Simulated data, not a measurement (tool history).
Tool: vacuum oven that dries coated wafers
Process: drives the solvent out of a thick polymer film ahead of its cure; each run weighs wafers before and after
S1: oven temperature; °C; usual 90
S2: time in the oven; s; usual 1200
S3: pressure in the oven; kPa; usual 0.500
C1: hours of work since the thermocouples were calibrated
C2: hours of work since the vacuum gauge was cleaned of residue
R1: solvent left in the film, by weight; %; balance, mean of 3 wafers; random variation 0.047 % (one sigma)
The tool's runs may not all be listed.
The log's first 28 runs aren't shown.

run   hour  S1    S2     S3   C1   C2    R1
 29  616.3  81   720  0.408  215  299  7.18
 30  642.7  81   720  0.408  226  309  7.19
 31  660.1  86   840  0.293  233  317  4.33
 32  689.2  86   840  0.293  245  328  4.34
 33  718.7  90  1200  0.501  257  340  1.80
 34  747.3  90  1200  0.501  268  352  1.66
 35  769.4  90  1080  0.501  277  361  2.14
 36  788.1  90   660  0.850  285  368  5.04
 37  815.1  90   660  0.279  296  379  4.65
 38  843.9  95   960  0.860  307  391  1.80
 39  863.4  95   960  0.860  315  399  1.73
 40  886.6  95   960  0.860  325  408  1.89
 41  905.2  90   780  0.597  332  416  3.73
 42  926.1  96  1620  0.567  341  424  0.49

The next listed run, before its measurement:
 43  940.1  96  1620  0.567  346  430   ?

Run 43 gave R1 0.46 %.
Without the tool's hidden state the same run would have given R1 0.41 %.

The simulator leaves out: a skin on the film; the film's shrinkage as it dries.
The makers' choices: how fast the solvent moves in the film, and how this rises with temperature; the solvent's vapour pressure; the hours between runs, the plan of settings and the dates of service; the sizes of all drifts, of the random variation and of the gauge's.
